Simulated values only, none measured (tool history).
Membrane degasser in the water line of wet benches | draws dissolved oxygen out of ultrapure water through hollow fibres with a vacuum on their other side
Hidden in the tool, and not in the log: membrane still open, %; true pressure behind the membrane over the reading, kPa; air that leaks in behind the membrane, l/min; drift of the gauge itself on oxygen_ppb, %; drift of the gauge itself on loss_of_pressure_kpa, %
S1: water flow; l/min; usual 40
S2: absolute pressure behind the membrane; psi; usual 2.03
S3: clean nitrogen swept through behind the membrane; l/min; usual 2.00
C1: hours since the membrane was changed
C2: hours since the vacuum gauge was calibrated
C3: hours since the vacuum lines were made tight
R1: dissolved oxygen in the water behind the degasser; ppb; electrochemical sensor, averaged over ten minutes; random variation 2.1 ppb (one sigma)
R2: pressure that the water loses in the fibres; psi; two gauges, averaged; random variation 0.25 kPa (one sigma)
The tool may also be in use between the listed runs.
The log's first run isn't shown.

{"run": 2, "day": 1.346, "S1": 40, "S2": 2.03, "S3": 2.0, "C1": 336, "C2": 5349, "C3": 1857, "R1": 483.2, "R2": 9.623}
{"run": 3, "day": 2.508, "S1": 40, "S2": 2.03, "S3": 2.0, "C1": 364, "C2": 5377, "C3": 1885, "R1": 490.2, "R2": 9.558}
{"run": 4, "day": 3.375, "S1": 40, "S2": 2.03, "S3": 2.0, "C1": 385, "C2": 5398, "C3": 1906, "R1": 490.8, "R2": 9.555}
{"run": 5, "day": 4.867, "S1": 40, "S2": 2.03, "S3": 2.0, "C1": 421, "C2": 5433, "C3": 1942, "R1": 489.6, "R2": 9.577}
{"run": 6, "day": 5.925, "S1": 40, "S2": 2.03, "S3": 2.0, "C1": 446, "C2": 5459, "C3": 1967, "R1": 488.5, "R2": 9.554}
{"run": 7, "day": 7.421, "S1": 40, "S2": 2.03, "S3": 2.0, "C1": 482, "C2": 5495, "C3": 2003, "R1": 490.1, "R2": 9.586}
{"run": 8, "day": 8.788, "S1": 40, "S2": 2.03, "S3": 3.46, "C1": 515, "C2": 5528, "C3": 2036, "R1": 311.0, "R2": 9.601}
{"run": 9, "day": 10.421, "S1": 40, "S2": 2.03, "S3": 3.46, "C1": 554, "C2": 5567, "C3": 2075, "R1": 309.6, "R2": 9.628}
{"run": 10, "day": 12.175, "S1": 40, "S2": 2.03, "S3": 0.87, "C1": 596, "C2": 5609, "C3": 2117, "R1": 921.2, "R2": 9.6}
{"run": 11, "day": 13.938, "S1": 40, "S2": 2.03, "S3": 2.0, "C1": 638, "C2": 5651, "C3": 2159, "R1": 486.9, "R2": 9.638}
{"run": 12, "day": 15.133, "S1": 40, "S2": 2.03, "S3": 2.0, "C1": 667, "C2": 5680, "C3": 2188, "R1": 488.0, "R2": 9.606}
{"run": 13, "day": 16.762, "S1": 28, "S2": 2.03, "S3": 2.0, "C1": 706, "C2": 5719, "C3": 2227, "R1": 353.7, "R2": 6.702}
{"run": 14, "day": 18.25, "S1": 40, "S2": 2.03, "S3": 2.0, "C1": 742, "C2": 5755, "C3": 2263, "R1": 487.3, "R2": 9.59}
{"run": 15, "day": 19.033, "S1": 40, "S2": 2.03, "S3": 2.0, "C1": 761, "C2": 5773, "C3": 2282, "R1": 490.0, "R2": 9.638}
{"run": 16, "day": 20.608, "S1": 40, "S2": 2.03, "S3": 2.0, "C1": 798, "C2": 5811, "C3": 2319, "R1": 490.0, "R2": 9.668}
{"run": 17, "day": 22.179, "S1": 37, "S2": 2.54, "S3": 0.83, "C1": 836, "C2": 5849, "C3": 2357, "R1": 1148.6, "R2": 8.878}
{"run": 18, "day": 23.988, "S1": 40, "S2": 3.16, "S3": 1.5, "C1": 879, "C2": 5892, "C3": 2400, "R1": 994.2, "R2": 9.678}
{"run": 19, "day": 25.012, "S1": 40, "S2": 2.16, "S3": 2.59, "C1": 904, "C2": 5917, "C3": 2425, "R1": 424.1, "R2": 9.633}
{"run": 20, "day": 26.225, "S1": 39, "S2": 1.86, "S3": 1.4, "C1": 933, "C2": 5946, "C3": 2454, "R1": 573.2, "R2": 9.353}
{"run": 21, "day": 27.421, "S1": 40, "S2": 2.96, "S3": 2.0, "C1": 962, "C2": 5975, "C3": 2483, "R1": 738.8, "R2": 9.604}
{"run": 22, "day": 28.942, "S1": 25, "S2": 2.57, "S3": 1.13, "C1": 998, "C2": 6011, "C3": 2519, "R1": 676.7, "R2": 5.97}
{"run": 23, "day": 30.217, "S1": 25, "S2": 2.57, "S3": 1.13, "C1": 1029, "C2": 6042, "C3": 2550, "R1": 675.0, "R2": 6.01}

Run 24 comes next. What will it give?
{"run": 24, "day": 31.342, "S1": 33, "S2": 2.09, "S3": 1.13, "C1": 1056, "C2": 6069, "C3": 2577, "R1": "?", "R2": "?"}

Run 24 gave R1 672.6 ppb, R2 8.023 psi.
Without the tool's hidden state the same run would have given R1 654.3 ppb, R2 7.970 psi.
